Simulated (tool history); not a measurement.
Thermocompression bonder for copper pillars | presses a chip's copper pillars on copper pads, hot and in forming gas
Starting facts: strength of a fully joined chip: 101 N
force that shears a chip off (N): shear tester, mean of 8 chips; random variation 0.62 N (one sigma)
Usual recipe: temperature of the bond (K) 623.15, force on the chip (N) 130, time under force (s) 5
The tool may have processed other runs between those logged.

run   hour  temperature of the bond (K)  force on the chip (N)  time under force (s)  force that shears a chip off (N)
  1    0.0                       623.15                    130                     5                              32.7
  2   24.3                       623.15                    182                     5                              48.4
  3   57.1                       623.15                    182                     5                              47.4
  4   73.3                       623.15                    182                     5                              47.1
  5  104.3                       623.15                    182                     5                              46.5
  6  134.0                       623.15                    182                     5                              48.1
  7  154.7                       623.15                    182                     5                              46.5
  8  177.7                       623.15                    182                     5                              45.6
  9  200.5                       623.15                    182                     5                              45.9
 10  227.6                       623.15                    182                     5                              48.5
 11  252.1                       623.15                    182                     5                              49.4
 12  267.6                       623.15                    182                     5                              46.4
 13  282.2                       623.15                     87                     5                              20.8
 14  299.0                       626.15                     87                     6                              21.8
 15  319.1                       605.15                    130                    10                              36.5
 16  350.7                       647.15                    188                     3                              47.4
 17  384.5                       608.15                     91                     3                              13.4
 18  404.1                       613.15                    120                     4                              26.4
 19  433.6                       623.15                     80                     5                              17.8
 20  454.1                       597.15                    114                     5                              22.4
 21  483.6                       597.15                    114                     5                              21.9
 22  515.4                       637.15                    144                     5                              42.4
 23  536.4                       637.15                    144                     5                              42.2
 24  550.9                       637.15                    103                     5                              28.1
 25  566.3                       606.15                     89                    10                              24.5

Taken out of this log: 2 entries between the listed runs. Where each belongs, and how the hidden state differs across it:
In the gap between runs 9 and 10: heater calibrated with a thermocouple chip (hour 204.0)
  true temperature of the bond over the reading, C: -6.8 -> -1.1; force that reaches the chip, % of what is set: 97.3 -> 97.1; oxide that the forming gas leaves, % of the face: 5.48 -> 5.81
  measured result minus the result with no hidden state, force that shears a chip off (N): -6.6 -> -4.7
In the gap between runs 17 and 18: forming gas filter changed (hour 392.1)
  true temperature of the bond over the reading, C: -2 -> -2.1; force that reaches the chip, % of what is set: 96.4 -> 96.3; oxide that the forming gas leaves, % of the face: 7.85 -> 0.66
  measured result minus the result with no hidden state, force that shears a chip off (N): -2.2 -> -1.8

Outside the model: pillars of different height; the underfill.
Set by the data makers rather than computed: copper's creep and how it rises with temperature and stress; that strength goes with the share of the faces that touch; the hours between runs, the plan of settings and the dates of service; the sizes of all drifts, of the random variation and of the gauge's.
